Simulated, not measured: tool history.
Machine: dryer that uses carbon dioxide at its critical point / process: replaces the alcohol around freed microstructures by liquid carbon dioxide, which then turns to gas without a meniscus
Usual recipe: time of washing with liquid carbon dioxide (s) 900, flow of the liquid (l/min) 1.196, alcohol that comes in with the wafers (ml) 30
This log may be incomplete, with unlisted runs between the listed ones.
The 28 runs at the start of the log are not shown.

| run | day | time of washing with liquid carbon dioxide (s) | flow of the liquid (l/min) | alcohol that comes in with the wafers (ml) | hours of work since the filter was changed | hours of work since the purifier's bed was changed | alcohol left in the vessel before it's heated (ppm by volume) |
|---|---|---|---|---|---|---|---|
| 29 | 54.346 | 600 | 0.81 | 23 | 348 | 654 | 523 |
| 30 | 56.975 | 720 | 1.196 | 76 | 371 | 677 | 179 |
| 31 | 58.108 | 720 | 1.196 | 76 | 381 | 687 | 185 |
| 32 | 59.25 | 720 | 1.196 | 76 | 391 | 697 | 184 |
| 33 | 61.308 | 780 | 1.196 | 71 | 409 | 715 | 132 |
| 34 | 63.621 | 780 | 1.196 | 71 | 429 | 735 | 143 |
| 35 | 65.979 | 900 | 1.26 | 111 | 450 | 756 | 111 |
| 36 | 67.246 | 1080 | 1.23 | 63 | 461 | 767 | 76 |
| 37 | 69.554 | 1080 | 1.23 | 63 | 481 | 787 | 81 |
| 38 | 70.742 | 660 | 1.69 | 31 | 491 | 798 | 82 |
|  | 71.488 | inlet filter changed |
| 39 | 73.288 | 660 | 1.69 | 31 | 16 | 820 | 84 |
| 40 | 74.704 | 900 | 1.59 | 30 | 28 | 832 | 84 |
| 41 | 76.25 | 900 | 2.01 | 73 | 42 | 846 | 83 |
| 42 | 78.483 | 900 | 2.01 | 73 | 61 | 865 | 87 |
| 43 | 80.262 | 900 | 2.01 | 73 | 77 | 881 | 83 |
| 44 | 81.396 | 600 | 1.196 | 30 | 87 | 891 | 170 |
| 45 | 82.654 | 780 | 1.86 | 102 | 98 | 902 | 87 |
| 46 | 84.65 | 1020 | 1.86 | 35 | 115 | 919 | 91 |

Below are 5 alternative next runs, each starting from the tool's condition after run 46. Predict each:
| A | 87.096 | 1080 | 1.31 | 65 | 137 | 941 | ? |
| B | 87.096 | 1080 | 0.97 | 114 | 137 | 941 | ? |
| C | 87.096 | 900 | 0.76 | 22 | 137 | 941 | ? |
| D | 87.096 | 1140 | 1.76 | 93 | 137 | 941 | ? |
| E | 87.096 | 1020 | 1.86 | 30 | 137 | 941 | ? |

| run | alcohol left in the vessel before it's heated (ppm by volume) |
|---|---|
| A | 93 |
| B | 123 |
| C | 176 |
| D | 92 |
| E | 91 |
With the hidden condition removed and each run's random variation left untouched, the same runs would have given:
| run | alcohol left in the vessel before it's heated (ppm by volume) |
|---|---|
| A | 9 |
| B | 34 |
| C | 75 |
| D | 4 |
| E | 5 |
